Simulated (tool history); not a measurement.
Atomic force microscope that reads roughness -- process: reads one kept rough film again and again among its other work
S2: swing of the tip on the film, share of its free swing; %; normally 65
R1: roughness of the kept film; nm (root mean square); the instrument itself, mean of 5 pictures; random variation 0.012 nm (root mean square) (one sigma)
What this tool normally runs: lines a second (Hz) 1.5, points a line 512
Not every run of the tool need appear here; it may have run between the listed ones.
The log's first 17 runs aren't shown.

Run 18, hour 181.9: usual settings but points a line 492. Result: R1 2.771 nm (root mean square).
Run 19, hour 188.3: usual settings but lines a second (Hz) 1.56, S2 57 %, points a line 287. Result: R1 2.808 nm (root mean square).
Run 20, hour 194.7: usual settings but lines a second (Hz) 0.71, S2 86 %, points a line 682. Result: R1 2.707 nm (root mean square).
Run 21, hour 208.4: usual settings but lines a second (Hz) 1.75, S2 86 %, points a line 719. Result: R1 2.477 nm (root mean square).
Run 22, hour 220.6: usual settings but lines a second (Hz) 3.88, S2 62 %, points a line 281. Result: R1 2.631 nm (root mean square).
Run 23, hour 235.2: usual settings but lines a second (Hz) 3.88, S2 62 %, points a line 281. Result: R1 2.63 nm (root mean square).
Run 24, hour 249.7: usual settings but lines a second (Hz) 0.72, S2 76 %, points a line 493. Result: R1 2.769 nm (root mean square).
Run 25, hour 263.2: usual settings but lines a second (Hz) 1.46, S2 72 %, points a line 266. Result: R1 2.676 nm (root mean square).
Run 26, hour 269.5: usual settings but points a line 296. Result: R1 2.75 nm (root mean square).
At hour 273.4: new tip fitted.
Run 27, hour 276.4: usual settings but lines a second (Hz) 1.89, S2 61 %, points a line 638. Result: R1 2.875 nm (root mean square).
Run 28, hour 289: usual settings but points a line 297. Result: R1 2.851 nm (root mean square).
Run 29, hour 299.9: usual settings but lines a second (Hz) 0.54, S2 84 %, points a line 272. Result: R1 2.844 nm (root mean square).
Run 30, hour 308.7: usual settings but S2 89 %. Result: R1 2.56 nm (root mean square).
Run 31, hour 320.7: usual settings but points a line 645. Result: R1 2.875 nm (root mean square).
Run 32, hour 336: usual settings but lines a second (Hz) 3.01, S2 57 %, points a line 737. Result: R1 2.816 nm (root mean square).
Run 33, hour 345.5: usual settings but lines a second (Hz) 3.57, S2 80 %, points a line 632. Result: R1 2.385 nm (root mean square).

Predict each of these 4 candidate next runs independently; none follows another, all start after run 33:
Run A, hour 360.1: usual settings but lines a second (Hz) 3.57, S2 80 %, points a line 295. Result: R1 ?.
Run B, hour 360.1: usual settings but lines a second (Hz) 0.9, points a line 700. Result: R1 ?.
Run C, hour 360.1: usual settings but lines a second (Hz) 1.6, S2 83 %. Result: R1 ?.
Run D, hour 360.1: usual settings but lines a second (Hz) 0.69, S2 62 %. Result: R1 ?.

run     R1
  A  2.377
  B  2.891
  C  2.616
  D  2.898
Had the tool no hidden state, the same runs would have come out as:
run     R1
  A  2.405
  B  2.926
  C  2.647
  D  2.932

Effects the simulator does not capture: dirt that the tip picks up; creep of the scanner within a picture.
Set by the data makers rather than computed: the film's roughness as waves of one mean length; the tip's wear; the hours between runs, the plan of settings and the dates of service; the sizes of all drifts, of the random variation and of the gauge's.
